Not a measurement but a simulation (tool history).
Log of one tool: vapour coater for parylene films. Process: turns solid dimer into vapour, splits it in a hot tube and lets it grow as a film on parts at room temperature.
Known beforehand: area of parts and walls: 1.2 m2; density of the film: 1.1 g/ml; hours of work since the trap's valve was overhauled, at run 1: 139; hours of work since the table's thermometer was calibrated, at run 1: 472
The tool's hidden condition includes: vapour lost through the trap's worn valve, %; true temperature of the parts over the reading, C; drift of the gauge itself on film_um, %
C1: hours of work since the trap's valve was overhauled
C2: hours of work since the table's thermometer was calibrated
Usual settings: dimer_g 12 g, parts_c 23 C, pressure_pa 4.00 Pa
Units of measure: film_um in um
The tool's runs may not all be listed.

Run 1, hour 0.0: usual settings; C1 139; C2 472. Result: film_um 5.62 um.
Run 2, hour 46.1: usual settings; C1 177; C2 509. Result: film_um 5.52 um.
Run 3, hour 97.3: usual settings; C1 218; C2 550. Result: film_um 5.44 um.
Run 4, hour 127.0: usual settings; C1 242; C2 575. Result: film_um 5.47 um.
Run 5, hour 149.4: usual settings but pressure_pa 5.04 Pa; C1 260; C2 593. Result: film_um 5.34 um.
Run 6, hour 189.8: usual settings but pressure_pa 5.04 Pa; C1 293; C2 625. Result: film_um 5.23 um.
Run 7, hour 236.6: usual settings but parts_c 16 C; C1 331; C2 663. Result: film_um 6.42 um.
Run 8, hour 280.1: usual settings but parts_c 16 C, pressure_pa 4.42 Pa; C1 366; C2 698. Result: film_um 6.23 um.
Run 9, hour 322.5: usual settings; C1 400; C2 733. Result: film_um 5.25 um.
Run 10, hour 373.6: usual settings; C1 441; C2 774. Result: film_um 5.18 um.
Run 11, hour 412.5: usual settings; C1 473; C2 805. Result: film_um 5.15 um.
Run 12, hour 441.2: usual settings; C1 496; C2 829. Result: film_um 5.14 um.
Run 13, hour 466.5: usual settings; C1 516; C2 849. Result: film_um 5.04 um.
At hour 508.7: trap's valve overhauled.
Run 14, hour 518.9: usual settings; C1 8; C2 888. Result: film_um 5.94 um.
Run 15, hour 564.8: usual settings; C1 45; C2 925. Result: film_um 5.80 um.
Run 16, hour 586.7: usual settings; C1 63; C2 943. Result: film_um 5.86 um.
Run 17, hour 630.6: usual settings but dimer_g 19 g, pressure_pa 7.39 Pa; C1 99; C2 978. Result: film_um 8.40 um.
Run 18, hour 672.4: usual settings but dimer_g 22 g, parts_c 21 C, pressure_pa 2.01 Pa; C1 132; C2 1012. Result: film_um 12.17 um.
Run 19, hour 709.0: usual settings but dimer_g 22 g, parts_c 21 C, pressure_pa 2.01 Pa; C1 162; C2 1042. Result: film_um 12.07 um.
Run 20, hour 748.8: usual settings but dimer_g 11 g, parts_c 21 C, pressure_pa 2.01 Pa; C1 194; C2 1074. Result: film_um 5.98 um.
Run 21, hour 786.5: usual settings but dimer_g 6 g, parts_c 30 C, pressure_pa 2.69 Pa; C1 225; C2 1104. Result: film_um 2.47 um.
Run 22, hour 817.2: usual settings but dimer_g 13 g, parts_c 30 C, pressure_pa 2.69 Pa; C1 249; C2 1129. Result: film_um 5.22 um.
Run 23, hour 858.5: usual settings but dimer_g 13 g, parts_c 30 C, pressure_pa 2.69 Pa; C1 283; C2 1163. Result: film_um 5.25 um.
Run 24, hour 884.1: usual settings but dimer_g 16 g, parts_c 17 C, pressure_pa 3.73 Pa; C1 303; C2 1183. Result: film_um 8.61 um.
Run 25, hour 911.2: usual settings but dimer_g 13 g, pressure_pa 5.14 Pa; C1 325; C2 1205. Result: film_um 5.76 um.
Run 26, hour 945.1: usual settings but dimer_g 8 g, parts_c 16 C, pressure_pa 5.14 Pa; C1 353; C2 1233. Result: film_um 4.27 um.
Run 27, hour 980.0: usual settings but dimer_g 18 g, pressure_pa 2.96 Pa; C1 381; C2 1261. Result: film_um 8.28 um.
Run 28, hour 1010.0: usual settings but dimer_g 18 g, pressure_pa 2.96 Pa; C1 405; C2 1285. Result: film_um 8.31 um.
Run 29, hour 1049.3: usual settings but dimer_g 6 g, parts_c 17 C, pressure_pa 4.23 Pa; C1 437; C2 1317. Result: film_um 3.10 um.
Run 30, hour 1095.2: usual settings but dimer_g 6 g, parts_c 34 C, pressure_pa 4.23 Pa; C1 474; C2 1354. Result: film_um 1.96 um.
Run 31, hour 1121.5: usual settings but dimer_g 6 g, parts_c 34 C, pressure_pa 4.23 Pa; C1 495; C2 1375. Result: film_um 1.89 um.

Take each entry between the runs: how does the hidden state at the last listed run before it differ from the hidden state at the first listed run after it?
Between runs 13 and 14: trap's valve overhauled (hour 508.7)
  vapour lost through the trap's worn valve, %: 13.6 -> 0.5; true temperature of the parts over the reading, C: -0.75 -> -0.78
  what was measured, less what the result would be without the hidden state, film_um: -0.68 -> +0.09 um
